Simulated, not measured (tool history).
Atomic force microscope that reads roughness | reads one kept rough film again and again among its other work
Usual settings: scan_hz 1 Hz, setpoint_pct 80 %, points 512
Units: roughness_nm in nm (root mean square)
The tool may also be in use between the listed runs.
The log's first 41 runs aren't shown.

run,hour,scan_hz,setpoint_pct,points,roughness_nm
42,981.6,2.82,85,512,0.434
43,994.9,1,60,304,0.478
44,1022.3,2.83,63,403,0.473
45,1040.1,0.72,82,512,0.482
46,1060.5,0.93,80,512,0.483
47,1089.7,1.86,59,709,0.481
# hour 1093.3: new tip fitted
48,1114.6,2.65,81,593,0.449
49,1142.6,2.65,81,593,0.456
50,1165.3,2.65,81,593,0.447
51,1196,2.65,81,593,0.449
52,1210.5,1,81,512,0.474
53,1232.1,1,89,512,0.464

Forecast each of these 4 alternatives for the next run:
A,1254,1,57,339,?
B,1254,0.84,65,299,?
C,1254,3.6,89,512,?
D,1254,1,80,505,?

run,roughness_nm
A,0.484
B,0.486
C,0.409
D,0.479
Without the tool's hidden state the same runs would have given:
run,roughness_nm
A,0.486
B,0.488
C,0.41
D,0.481
